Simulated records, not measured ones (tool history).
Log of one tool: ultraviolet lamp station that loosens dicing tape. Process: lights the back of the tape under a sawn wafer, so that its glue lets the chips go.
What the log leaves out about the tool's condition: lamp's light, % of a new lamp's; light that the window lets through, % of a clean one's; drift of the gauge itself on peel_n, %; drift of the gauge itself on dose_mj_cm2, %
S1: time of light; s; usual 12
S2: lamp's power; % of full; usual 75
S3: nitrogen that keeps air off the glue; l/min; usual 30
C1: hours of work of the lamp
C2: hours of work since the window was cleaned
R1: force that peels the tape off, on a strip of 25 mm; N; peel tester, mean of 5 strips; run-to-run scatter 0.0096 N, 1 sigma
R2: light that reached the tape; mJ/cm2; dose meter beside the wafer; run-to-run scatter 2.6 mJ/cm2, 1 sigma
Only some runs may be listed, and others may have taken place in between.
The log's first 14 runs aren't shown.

| run | hour | S1 | S2 | S3 | C1 | C2 | R1 | R2 |
|---|---|---|---|---|---|---|---|---|
| 15 | 501.4 | 12 | 75 | 30 | 1116 | 235 | 0.718 | 242 |
| 16 | 555.8 | 12 | 75 | 30 | 1159 | 278 | 0.763 | 239 |
| 17 | 587.4 | 12 | 75 | 30 | 1184 | 303 | 0.757 | 235 |
| 18 | 637.0 | 12 | 75 | 30 | 1223 | 342 | 0.779 | 231 |
| 19 | 664.9 | 12 | 83 | 30 | 1245 | 364 | 0.673 | 256 |
| 20 | 700.2 | 12 | 73 | 45 | 1273 | 392 | 0.720 | 218 |
|  | 709.4 | window cleaned of glue's vapour |
| 21 | 746.0 | 17 | 75 | 30 | 1309 | 29 | 0.405 | 331 |
| 22 | 773.0 | 17 | 75 | 30 | 1330 | 50 | 0.415 | 332 |
| 23 | 822.1 | 17 | 75 | 30 | 1369 | 89 | 0.421 | 326 |
| 24 | 854.3 | 8 | 100 | 49 | 1394 | 115 | 0.813 | 202 |
| 25 | 891.7 | 14 | 61 | 33 | 1424 | 144 | 0.857 | 211 |
| 26 | 917.5 | 14 | 70 | 30 | 1444 | 164 | 0.747 | 239 |
| 27 | 964.1 | 22 | 84 | 30 | 1481 | 201 | 0.227 | 444 |
| 28 | 1013.8 | 22 | 84 | 30 | 1520 | 241 | 0.223 | 431 |
|  | 1055.8 | lamp changed |
| 29 | 1057.6 | 22 | 84 | 30 | 1 | 274 | 0.146 | 647 |
| 30 | 1100.0 | 12 | 75 | 22 | 35 | 308 | 0.554 | 312 |
| 31 | 1128.3 | 18 | 83 | 16 | 57 | 330 | 0.241 | 514 |
| 32 | 1163.4 | 18 | 83 | 16 | 85 | 358 | 0.248 | 508 |
| 33 | 1213.1 | 7 | 91 | 42 | 124 | 397 | 0.787 | 214 |
|  | 1217.4 | window cleaned of glue's vapour |
| 34 | 1239.6 | 9 | 91 | 42 | 145 | 18 | 0.457 | 284 |
| 35 | 1288.8 | 9 | 91 | 42 | 184 | 56 | 0.462 | 284 |
| 36 | 1314.7 | 23 | 88 | 42 | 204 | 77 | 0.134 | 698 |
| 37 | 1367.6 | 12 | 78 | 22 | 246 | 119 | 0.520 | 318 |

Branching from run 37: 3 alternative next runs. What would each branch give?
| A | 1396.5 | 12 | 78 | 33 | 269 | 142 | ? | ? |
| B | 1396.5 | 13 | 78 | 22 | 269 | 142 | ? | ? |
| C | 1396.5 | 12 | 78 | 45 | 269 | 142 | ? | ? |

| run | R1 | R2 |
|---|---|---|
| A | 0.423 | 311 |
| B | 0.442 | 337 |
| C | 0.377 | 313 |
What these runs would have given with no unlogged condition in the tool:
| run | R1 | R2 |
|---|---|---|
| A | 0.358 | 339 |
| B | 0.373 | 368 |
| C | 0.319 | 341 |
